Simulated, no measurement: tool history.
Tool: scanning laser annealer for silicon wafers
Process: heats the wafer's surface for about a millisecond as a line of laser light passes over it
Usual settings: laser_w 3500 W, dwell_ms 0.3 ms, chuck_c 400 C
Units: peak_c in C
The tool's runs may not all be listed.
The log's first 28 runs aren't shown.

run   hour  laser_w  dwell_ms  chuck_c  hours of work since the window was cleaned  hours of work since the power meter was calibrated  hours of work since the optics were aligned  peak_c
 29  378.2     3500       0.3      363                                         453                                                 511                                          265    1111
 30  396.4     3500       0.3      363                                         464                                                 522                                          276    1110
 31  408.6     3842     0.282      374                                         472                                                 530                                          284    1187
 32  427.9     3500      0.24      390                                         484                                                 542                                          296    1062
 33  438.4     3500      0.24      390                                         490                                                 548                                          303    1062
 34  452.1     3500     0.378      427                                         499                                                 557                                          311    1260
 35  461.3     3086     0.378      415                                         504                                                 562                                          317    1133
 36  480.8     3071     0.329      434                                         517                                                 575                                          329    1104
 37  494.8     3244     0.329      434                                         525                                                 583                                          338    1144
 38  506.3     3244     0.329      434                                         532                                                 590                                          345    1146
 39  517.5     3500       0.3      413                                         539                                                 597                                          352    1164
 40  525.5     3500       0.3      413                                         544                                                 602                                          357    1163
 41  538.3     3175       0.3      380                                         552                                                 610                                          365    1043

4 ways to go on from here, each from the tool as it stands after run 41. What would each give?
  A  550.4     3666     0.262      400                                         560                                                 618                                          372       ?
  B  550.4     3175     0.287      380                                         560                                                 618                                          372       ?
  C  550.4     3500     0.373      421                                         560                                                 618                                          372       ?
  D  550.4     3175     0.293      380                                         560                                                 618                                          372       ?

run  peak_c
  A    1142
  B    1031
  C    1250
  D    1040
Without the tool's hidden state the same runs would have given:
run  peak_c
  A    1143
  B    1032
  C    1250
  D    1041

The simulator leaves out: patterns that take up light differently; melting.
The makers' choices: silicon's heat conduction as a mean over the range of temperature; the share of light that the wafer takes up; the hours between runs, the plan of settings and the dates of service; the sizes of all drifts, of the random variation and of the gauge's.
